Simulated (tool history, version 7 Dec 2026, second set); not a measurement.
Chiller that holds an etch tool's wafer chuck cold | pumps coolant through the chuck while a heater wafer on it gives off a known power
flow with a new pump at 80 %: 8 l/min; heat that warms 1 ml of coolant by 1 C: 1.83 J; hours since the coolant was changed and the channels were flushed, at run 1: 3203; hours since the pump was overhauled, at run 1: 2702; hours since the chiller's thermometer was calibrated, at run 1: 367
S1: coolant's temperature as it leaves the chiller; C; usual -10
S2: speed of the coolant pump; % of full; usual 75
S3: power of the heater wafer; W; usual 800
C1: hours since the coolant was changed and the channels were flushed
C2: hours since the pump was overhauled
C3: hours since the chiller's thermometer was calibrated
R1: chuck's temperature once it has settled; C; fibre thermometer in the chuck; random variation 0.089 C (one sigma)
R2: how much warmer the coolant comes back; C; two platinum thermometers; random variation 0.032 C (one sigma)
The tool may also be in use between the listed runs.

Run 1, day 0: usual settings; C1 3203; C2 2702; C3 367. Result: R1 -2.81 C, R2 3.57 C.
Run 2, day 2.267: usual settings; C1 3258; C2 2756; C3 421. Result: R1 -2.87 C, R2 3.48 C.
Run 3, day 4.462: usual settings; C1 3310; C2 2809; C3 474. Result: R1 -2.81 C, R2 3.58 C.
Run 4, day 5.821: usual settings; C1 3343; C2 2841; C3 506. Result: R1 -2.83 C, R2 3.48 C.
Run 5, day 7.479: usual settings; C1 3383; C2 2881; C3 546. Result: R1 -2.86 C, R2 3.5 C.
Run 6, day 10.762: usual settings; C1 3462; C2 2960; C3 625. Result: R1 -2.87 C, R2 3.55 C.
Run 7, day 13.454: usual settings; C1 3526; C2 3025; C3 690. Result: R1 -2.73 C, R2 3.59 C.
Run 8, day 16.762: usual settings; C1 3606; C2 3104; C3 769. Result: R1 -2.73 C, R2 3.5 C.
Run 9, day 19.992: usual settings; C1 3683; C2 3181; C3 847. Result: R1 -2.51 C, R2 3.47 C.
Run 10, day 22.667: usual settings but S1 -14 C; C1 3747; C2 3246; C3 911. Result: R1 -6.6 C, R2 3.53 C.
Run 11, day 25.729: usual settings but S1 -14 C; C1 3821; C2 3319; C3 984. Result: R1 -6.63 C, R2 3.55 C.
Run 12, day 28.729: usual settings but S1 -14 C; C1 3893; C2 3391; C3 1056. Result: R1 -6.52 C, R2 3.52 C.
At day 30.112: gauge calibrated.
Run 13, day 31.783: usual settings but S1 -14 C; C1 3966; C2 3464; C3 1129. Result: R1 -7.05 C, R2 3.54 C.
Run 14, day 34.742: usual settings; C1 4037; C2 3535; C3 1200. Result: R1 -2.91 C, R2 3.52 C.
Run 15, day 37.175: usual settings; C1 4096; C2 3594; C3 1259. Result: R1 -2.8 C, R2 3.53 C.
Run 16, day 40.438: usual settings; C1 4174; C2 3672; C3 1337. Result: R1 -2.83 C, R2 3.56 C.
Run 17, day 42.338: usual settings; C1 4219; C2 3718; C3 1383. Result: R1 -2.73 C, R2 3.49 C.
Run 18, day 44.05: usual settings but S1 -14 C, S3 893 W; C1 4261; C2 3759; C3 1424. Result: R1 -5.87 C, R2 3.94 C.
Run 19, day 46.567: usual settings but S1 -7 C, S2 96 % of full, S3 991 W; C1 4321; C2 3819; C3 1484. Result: R1 0.44 C, R2 3.32 C.
Run 20, day 48.421: usual settings but S1 -14 C, S2 68 % of full, S3 471 W; C1 4365; C2 3864; C3 1529. Result: R1 -9.28 C, R2 2.32 C.
Run 21, day 51.362: usual settings but S1 -14 C, S2 93 % of full, S3 949 W; C1 4436; C2 3934; C3 1599. Result: R1 -6.46 C, R2 3.32 C.
Run 22, day 54.667: usual settings but S1 -14 C, S2 93 % of full, S3 949 W; C1 4515; C2 4014; C3 1679. Result: R1 -6.57 C, R2 3.25 C.
Run 23, day 56.021: usual settings but S1 -14 C, S2 93 % of full, S3 949 W; C1 4548; C2 4046; C3 1711. Result: R1 -6.59 C, R2 3.34 C.

The next listed run, before its measurement:
Run 24, day 58.283: usual settings but S1 -8 C, S2 93 % of full, S3 692 W; C1 4602; C2 4100; C3 1765. Result: R1 ?, R2 ?.

Run 24 gave R1 -2.5 C, R2 2.42 C.
Without the tool's hidden state the same run would have given R1 -2.96 C, R2 2.42 C.

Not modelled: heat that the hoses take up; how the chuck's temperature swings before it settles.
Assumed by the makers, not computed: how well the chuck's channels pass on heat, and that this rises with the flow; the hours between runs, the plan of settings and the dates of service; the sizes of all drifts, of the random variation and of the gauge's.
